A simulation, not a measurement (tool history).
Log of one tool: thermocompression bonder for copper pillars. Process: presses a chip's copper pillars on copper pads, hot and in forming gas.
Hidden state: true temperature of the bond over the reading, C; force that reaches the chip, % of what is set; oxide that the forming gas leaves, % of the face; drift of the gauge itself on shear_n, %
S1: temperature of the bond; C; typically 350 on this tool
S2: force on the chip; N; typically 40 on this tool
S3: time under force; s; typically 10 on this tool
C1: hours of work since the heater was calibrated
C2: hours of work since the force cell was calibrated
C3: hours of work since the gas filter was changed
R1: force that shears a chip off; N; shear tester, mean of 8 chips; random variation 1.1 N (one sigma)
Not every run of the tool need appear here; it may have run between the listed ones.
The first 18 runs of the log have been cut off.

Run 19, hour 138.5: usual settings; C1 252; C2 385; C3 287. Result: R1 91.8 N.
At hour 139.8: forming gas filter changed.
Run 20, hour 143.9: usual settings; C1 254; C2 387; C3 2. Result: R1 95.9 N.
Run 21, hour 148.8: usual settings but S1 345 C, S2 33 N; C1 256; C2 389; C3 4. Result: R1 83.3 N.
Run 22, hour 157.3: usual settings but S1 345 C, S2 33 N; C1 261; C2 394; C3 9. Result: R1 84.7 N.
Run 23, hour 163.8: usual settings but S1 345 C, S2 33 N; C1 264; C2 397; C3 12. Result: R1 85 N.
Run 24, hour 169.6: usual settings but S1 345 C, S2 33 N; C1 267; C2 400; C3 15. Result: R1 85.3 N.
Run 25, hour 175.5: usual settings but S2 47 N; C1 269; C2 402; C3 17. Result: R1 105 N.
At hour 177.5: force cell calibrated.
Run 26, hour 184.1: usual settings but S1 367 C, S2 54 N; C1 273; C2 3; C3 21. Result: R1 124.6 N.
Run 27, hour 189.5: usual settings but S1 363 C, S2 37 N, S3 19 s; C1 276; C2 6; C3 24. Result: R1 119.8 N.
Run 28, hour 198.3: usual settings but S1 330 C, S3 17 s; C1 280; C2 10; C3 28. Result: R1 96.1 N.
Run 29, hour 204.5: usual settings but S1 379 C, S3 13 s; C1 283; C2 13; C3 31. Result: R1 124.9 N.
Run 30, hour 211.6: usual settings but S1 379 C, S3 13 s; C1 286; C2 17; C3 34. Result: R1 124.7 N.
At hour 215.3: force cell calibrated, once more.
Run 31, hour 217.5: usual settings but S1 336 C, S2 30 N; C1 288; C2 1; C3 37. Result: R1 70.3 N.
Run 32, hour 222.4: usual settings but S1 359 C, S2 26 N; C1 291; C2 3; C3 39. Result: R1 82 N.
Run 33, hour 227: usual settings but S1 359 C, S2 26 N; C1 293; C2 6; C3 41. Result: R1 81.1 N.
Run 34, hour 234.6: usual settings but S1 366 C, S3 13 s; C1 297; C2 9; C3 45. Result: R1 117.3 N.
Run 35, hour 240.2: usual settings but S1 340 C, S2 26 N, S3 13 s; C1 300; C2 12; C3 48. Result: R1 72.1 N.
Run 36, hour 250.7: usual settings but S1 340 C, S2 26 N, S3 13 s; C1 305; C2 17; C3 53. Result: R1 74.6 N.
Run 37, hour 258.3: usual settings but S1 345 C, S2 29 N, S3 21 s; C1 308; C2 21; C3 56. Result: R1 96.9 N.
Run 38, hour 263.7: usual settings but S1 323 C, S2 27 N, S3 27 s; C1 311; C2 24; C3 59. Result: R1 79.5 N.
Run 39, hour 274.1: usual settings but S2 38 N; C1 316; C2 29; C3 64. Result: R1 93 N.
Run 40, hour 281.8: usual settings but S1 359 C, S3 11 s; C1 320; C2 33; C3 68. Result: R1 105.5 N.

Here are 3 independent what-if runs from the current tool condition. What would each one return?
Run A, hour 291: usual settings but S1 352 C, S2 50 N, S3 14 s; C1 324; C2 37; C3 73. Result: R1 ?.
Run B, hour 291: usual settings but S2 28 N, S3 20 s; C1 324; C2 37; C3 73. Result: R1 ?.
Run C, hour 291: usual settings but S1 359 C, S2 39 N, S3 16 s; C1 324; C2 37; C3 73. Result: R1 ?.

run     R1
  A  116.7
  B   95.9
  C  111.9
Take away the tool's hidden state, keep each run's random variation, and the runs would have read:
run     R1
  A  116.2
  B   94.9
  C  111.3
